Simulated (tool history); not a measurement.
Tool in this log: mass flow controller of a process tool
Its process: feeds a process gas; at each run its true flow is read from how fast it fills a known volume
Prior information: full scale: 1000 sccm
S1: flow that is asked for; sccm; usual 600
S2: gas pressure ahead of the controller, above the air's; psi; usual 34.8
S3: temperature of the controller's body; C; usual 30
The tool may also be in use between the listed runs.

run 1 day=0 | S1=600 S2=34.8 S3=30 | true_flow_(%)=98.37
run 2 day=1.633 | S1=600 S2=34.8 S3=30 | true_flow_(%)=98.49
run 3 day=3.746 | S1=600 S2=34.8 S3=30 | true_flow_(%)=98.18
run 4 day=5.938 | S1=600 S2=34.8 S3=30 | true_flow_(%)=98.16
run 5 day=8.379 | S1=600 S2=34.8 S3=30 | true_flow_(%)=98.11
run 6 day=11.533 | S1=600 S2=34.8 S3=30 | true_flow_(%)=97.94
run 7 day=14.579 | S1=600 S2=34.8 S3=30 | true_flow_(%)=97.91
run 8 day=17.933 | S1=600 S2=34.8 S3=30 | true_flow_(%)=98.03
run 9 day=20.1 | S1=600 S2=34.8 S3=30 | true_flow_(%)=97.75
run 10 day=23.258 | S1=600 S2=34.8 S3=30 | true_flow_(%)=97.62
run 11 day=24.867 | S1=600 S2=20.7 S3=30 | true_flow_(%)=97.42
run 12 day=26.492 | S1=600 S2=34.8 S3=30 | true_flow_(%)=97.8
run 13 day=28.271 | S1=600 S2=34.8 S3=30 | true_flow_(%)=97.64
run 14 day=29.792 | S1=890 S2=34.8 S3=30 | true_flow_(%)=98.55
run 15 day=33.292 | S1=890 S2=34.8 S3=30 | true_flow_(%)=98.27
-- day=33.842 gauge calibrated
run 16 day=36.704 | S1=600 S2=34.8 S3=30 | true_flow_(%)=98.31
run 17 day=38.921 | S1=600 S2=34.8 S3=30 | true_flow_(%)=98.46
run 18 day=42.404 | S1=600 S2=34.8 S3=30 | true_flow_(%)=98.04
run 19 day=45.742 | S1=600 S2=34.8 S3=30 | true_flow_(%)=97.98
run 20 day=48.55 | S1=600 S2=34.8 S3=30 | true_flow_(%)=97.91
run 21 day=50.829 | S1=426 S2=34.8 S3=35 | true_flow_(%)=96.8
run 22 day=54.183 | S1=311 S2=34.8 S3=31 | true_flow_(%)=96.62
run 23 day=57.333 | S1=153 S2=34.8 S3=30 | true_flow_(%)=96.32
run 24 day=59.825 | S1=497 S2=27.6 S3=33 | true_flow_(%)=96.95
run 25 day=63.208 | S1=166 S2=28.4 S3=29 | true_flow_(%)=96.27
run 26 day=65.154 | S1=141 S2=34.8 S3=39 | true_flow_(%)=95.22
run 27 day=68.354 | S1=133 S2=21.3 S3=26 | true_flow_(%)=96.18
run 28 day=70.421 | S1=600 S2=23.9 S3=32 | true_flow_(%)=96.93
run 29 day=72.704 | S1=600 S2=23.9 S3=32 | true_flow_(%)=96.89
run 30 day=74.612 | S1=600 S2=39.6 S3=30 | true_flow_(%)=97.35
run 31 day=76.804 | S1=194 S2=32.9 S3=25 | true_flow_(%)=96.41
run 32 day=79.979 | S1=545 S2=34.4 S3=30 | true_flow_(%)=96.89
run 33 day=81.667 | S1=297 S2=28.7 S3=40 | true_flow_(%)=95.05
run 34 day=83.858 | S1=600 S2=23.2 S3=21 | true_flow_(%)=97.6
run 35 day=85.575 | S1=600 S2=26.8 S3=29 | true_flow_(%)=96.83
run 36 day=88.638 | S1=600 S2=26.8 S3=29 | true_flow_(%)=97
run 37 day=90.508 | S1=600 S2=32.2 S3=34 | true_flow_(%)=96.51
run 38 day=93.558 | S1=600 S2=32.2 S3=34 | true_flow_(%)=96.26
run 39 day=97.083 | S1=600 S2=23.1 S3=30 | true_flow_(%)=96.35

Each row is a separate what-if for the run after 39, all from the same tool condition, not one after another. Results?
run A day=99.662 | S1=161 S2=29.3 S3=22 | true_flow_(%)=?
run B day=99.662 | S1=651 S2=29.6 S3=21 | true_flow_(%)=?
run C day=99.662 | S1=652 S2=23.1 S3=39 | true_flow_(%)=?

run=A true_flow_(%)=95.96
run=B true_flow_(%)=97.55
run=C true_flow_(%)=95.56
Without the tool's unlogged condition, the same runs would have read:
run=A true_flow_(%)=97.71
run=B true_flow_(%)=99.33
run=C true_flow_(%)=97.31
